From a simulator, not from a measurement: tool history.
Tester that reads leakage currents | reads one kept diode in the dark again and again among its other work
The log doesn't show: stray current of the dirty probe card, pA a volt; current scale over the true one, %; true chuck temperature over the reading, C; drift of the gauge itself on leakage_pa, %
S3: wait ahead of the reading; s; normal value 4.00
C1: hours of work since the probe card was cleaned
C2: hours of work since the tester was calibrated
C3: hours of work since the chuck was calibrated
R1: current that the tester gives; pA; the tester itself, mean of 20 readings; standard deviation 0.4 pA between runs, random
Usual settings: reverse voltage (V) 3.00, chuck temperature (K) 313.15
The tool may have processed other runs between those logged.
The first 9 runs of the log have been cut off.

Run 10, day 20.862: usual settings but reverse voltage (V) 2.44; C1 1313; C2 941; C3 518. Result: R1 119.34 pA.
Run 11, day 24.475: usual settings but reverse voltage (V) 2.44; C1 1381; C2 1009; C3 586. Result: R1 119.35 pA.
Run 12, day 26.862: usual settings but reverse voltage (V) 2.44; C1 1426; C2 1055; C3 631. Result: R1 118.95 pA.
Run 13, day 29.433: usual settings but reverse voltage (V) 2.44, S3 0.52 s; C1 1474; C2 1103; C3 680. Result: R1 120.74 pA.
Run 14, day 31.079: usual settings; C1 1506; C2 1134; C3 711. Result: R1 133.05 pA.
Run 15, day 32.800: usual settings; C1 1538; C2 1166; C3 743. Result: R1 133.31 pA.
Run 16, day 35.754: usual settings but S3 2.67 s; C1 1594; C2 1222; C3 799. Result: R1 132.07 pA.
Run 17, day 37.633: usual settings but S3 2.67 s; C1 1629; C2 1258; C3 835. Result: R1 132.82 pA.
Run 18, day 39.975: usual settings but S3 2.67 s; C1 1673; C2 1302; C3 879. Result: R1 132.39 pA.
Run 19, day 43.333: usual settings; C1 1737; C2 1365; C3 942. Result: R1 131.84 pA.
Run 20, day 44.833: usual settings; C1 1765; C2 1394; C3 970. Result: R1 132.26 pA.

Expected results for the next run?
Run 21, day 46.704: usual settings; C1 1800; C2 1429; C3 1006. Result: R1 ?.

{"run 21": {"R1": 132.39}}
Minus the tool's unlogged condition, the same run would have read R1 132.32 pA.
